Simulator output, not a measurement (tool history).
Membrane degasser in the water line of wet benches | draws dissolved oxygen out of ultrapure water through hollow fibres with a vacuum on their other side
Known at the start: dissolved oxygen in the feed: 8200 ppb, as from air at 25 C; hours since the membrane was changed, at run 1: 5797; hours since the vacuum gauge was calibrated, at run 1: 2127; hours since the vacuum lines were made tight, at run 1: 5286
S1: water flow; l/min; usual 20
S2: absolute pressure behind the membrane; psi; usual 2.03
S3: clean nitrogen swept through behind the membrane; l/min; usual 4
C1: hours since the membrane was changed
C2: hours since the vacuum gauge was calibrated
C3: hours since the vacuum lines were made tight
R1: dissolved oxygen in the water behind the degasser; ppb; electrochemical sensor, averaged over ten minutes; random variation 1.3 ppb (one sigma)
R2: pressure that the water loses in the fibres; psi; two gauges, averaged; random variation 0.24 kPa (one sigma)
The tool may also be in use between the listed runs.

{"run": 1, "hour": 0.0, "S1": 20, "S2": 2.03, "S3": 4, "C1": 5797, "C2": 2127, "C3": 5286, "R1": 166.5, "R2": 9.329}
{"run": 2, "hour": 223.3, "S1": 20, "S2": 2.03, "S3": 4, "C1": 6021, "C2": 2350, "C3": 5510, "R1": 166.3, "R2": 9.343}
{"run": 3, "hour": 481.6, "S1": 20, "S2": 2.03, "S3": 4, "C1": 6279, "C2": 2609, "C3": 5768, "R1": 166.5, "R2": 9.304}
{"run": 4, "hour": 728.4, "S1": 20, "S2": 2.15, "S3": 4, "C1": 6526, "C2": 2855, "C3": 6015, "R1": 175.3, "R2": 9.29}
{"run": 5, "hour": 1005.3, "S1": 20, "S2": 2.15, "S3": 4, "C1": 6803, "C2": 3132, "C3": 6292, "R1": 176.2, "R2": 9.284}
{"run": 6, "hour": 1139.5, "S1": 20, "S2": 3.8, "S3": 4, "C1": 6937, "C2": 3266, "C3": 6426, "R1": 307, "R2": 9.364}
{"run": 7, "hour": 1398.7, "S1": 20, "S2": 3.8, "S3": 4, "C1": 7196, "C2": 3526, "C3": 6685, "R1": 309.3, "R2": 9.31}
{"hour": 1497.8, "done": "seals of the vacuum lines changed"}
{"run": 8, "hour": 1689.3, "S1": 20, "S2": 3.8, "S3": 4, "C1": 7485, "C2": 3814, "C3": 192, "R1": 308.2, "R2": 9.274}
{"run": 9, "hour": 1887.6, "S1": 20, "S2": 3.28, "S3": 4, "C1": 7683, "C2": 4013, "C3": 390, "R1": 266.8, "R2": 9.255}
{"run": 10, "hour": 2190.4, "S1": 20, "S2": 2.03, "S3": 4, "C1": 7986, "C2": 4315, "C3": 693, "R1": 166.8, "R2": 9.251}
{"hour": 2312.6, "done": "vacuum gauge calibrated"}
{"run": 11, "hour": 2351.7, "S1": 20, "S2": 2.03, "S3": 4, "C1": 8147, "C2": 39, "C3": 853, "R1": 167.4, "R2": 9.227}
{"run": 12, "hour": 2594.1, "S1": 16, "S2": 2.03, "S3": 4, "C1": 8389, "C2": 281, "C3": 1096, "R1": 121.3, "R2": 7.404}
{"run": 13, "hour": 2857.4, "S1": 20, "S2": 2.32, "S3": 4, "C1": 8652, "C2": 545, "C3": 1359, "R1": 188.2, "R2": 9.219}
{"run": 14, "hour": 3160.8, "S1": 20, "S2": 2.32, "S3": 4, "C1": 8956, "C2": 848, "C3": 1663, "R1": 191, "R2": 9.219}
{"run": 15, "hour": 3403.6, "S1": 20, "S2": 2.32, "S3": 4, "C1": 9199, "C2": 1091, "C3": 1905, "R1": 189.4, "R2": 9.243}
{"run": 16, "hour": 3533.5, "S1": 20, "S2": 1.32, "S3": 4, "C1": 9328, "C2": 1221, "C3": 2035, "R1": 109.2, "R2": 9.2}
{"run": 17, "hour": 3717.7, "S1": 17, "S2": 2.03, "S3": 3.09, "C1": 9513, "C2": 1405, "C3": 2219, "R1": 161.1, "R2": 7.873}
{"run": 18, "hour": 4017.5, "S1": 17, "S2": 2.03, "S3": 2.53, "C1": 9812, "C2": 1705, "C3": 2519, "R1": 192.7, "R2": 7.722}
{"run": 19, "hour": 4184.9, "S1": 26, "S2": 2.03, "S3": 1.66, "C1": 9980, "C2": 1872, "C3": 2687, "R1": 446, "R2": 11.957}
{"run": 20, "hour": 4469.7, "S1": 18, "S2": 1.38, "S3": 4.77, "C1": 10265, "C2": 2157, "C3": 2971, "R1": 84.6, "R2": 8.277}
{"run": 21, "hour": 4680.9, "S1": 17, "S2": 2.68, "S3": 9.36, "C1": 10476, "C2": 2368, "C3": 3183, "R1": 88.6, "R2": 7.833}
{"run": 22, "hour": 4932.8, "S1": 20, "S2": 1.64, "S3": 4, "C1": 10728, "C2": 2620, "C3": 3435, "R1": 138.5, "R2": 9.163}
{"run": 23, "hour": 5111.3, "S1": 27, "S2": 4.05, "S3": 5.34, "C1": 10906, "C2": 2799, "C3": 3613, "R1": 381.4, "R2": 12.517}
{"run": 24, "hour": 5336.4, "S1": 25, "S2": 4.58, "S3": 10.45, "C1": 11131, "C2": 3024, "C3": 3838, "R1": 238.6, "R2": 11.388}
{"run": 25, "hour": 5475.1, "S1": 12, "S2": 3.12, "S3": 1.67, "C1": 11270, "C2": 3162, "C3": 3977, "R1": 311.8, "R2": 5.533}
{"run": 26, "hour": 5787.1, "S1": 17, "S2": 2.39, "S3": 1.67, "C1": 11582, "C2": 3474, "C3": 4289, "R1": 327.7, "R2": 7.787}
{"run": 27, "hour": 5987.9, "S1": 14, "S2": 2.39, "S3": 1.67, "C1": 11783, "C2": 3675, "C3": 4490, "R1": 272, "R2": 6.447}
{"run": 28, "hour": 6232.3, "S1": 20, "S2": 1.87, "S3": 4, "C1": 12027, "C2": 3920, "C3": 4734, "R1": 153.9, "R2": 9.175}
{"run": 29, "hour": 6366.4, "S1": 32, "S2": 1.83, "S3": 5.06, "C1": 12161, "C2": 4054, "C3": 4868, "R1": 285.3, "R2": 14.688}
{"run": 30, "hour": 6633.5, "S1": 32, "S2": 1.83, "S3": 5.06, "C1": 12428, "C2": 4321, "C3": 5135, "R1": 287.5, "R2": 14.633}
{"hour": 6726.0, "done": "vacuum gauge calibrated"}
{"run": 31, "hour": 6893.8, "S1": 20, "S2": 2.03, "S3": 10.56, "C1": 12688, "C2": 168, "C3": 5395, "R1": 87.1, "R2": 9.213}

4 ways to go on from here, each from the tool as it stands after run 31. What would each give?
{"run": "A", "hour": 7116.1, "S1": 29, "S2": 1.39, "S3": 2.47, "C1": 12910, "C2": 390, "C3": 5617, "R1": "?", "R2": "?"}
{"run": "B", "hour": 7116.1, "S1": 20, "S2": 1.51, "S3": 4, "C1": 12910, "C2": 390, "C3": 5617, "R1": "?", "R2": "?"}
{"run": "C", "hour": 7116.1, "S1": 16, "S2": 2.03, "S3": 4, "C1": 12910, "C2": 390, "C3": 5617, "R1": "?", "R2": "?"}
{"run": "D", "hour": 7116.1, "S1": 14, "S2": 3.02, "S3": 10.56, "C1": 12910, "C2": 390, "C3": 5617, "R1": "?", "R2": "?"}

run=A R1=283 R2=13.177
run=B R1=123.6 R2=9.174
run=C R1=121.7 R2=7.294
run=D R1=67.6 R2=6.414
Without the tool's hidden state the same runs would have given:
run=A R1=282.3 R2=13.448
run=B R1=123.2 R2=9.364
run=C R1=121.5 R2=7.443
run=D R1=67.4 R2=6.546
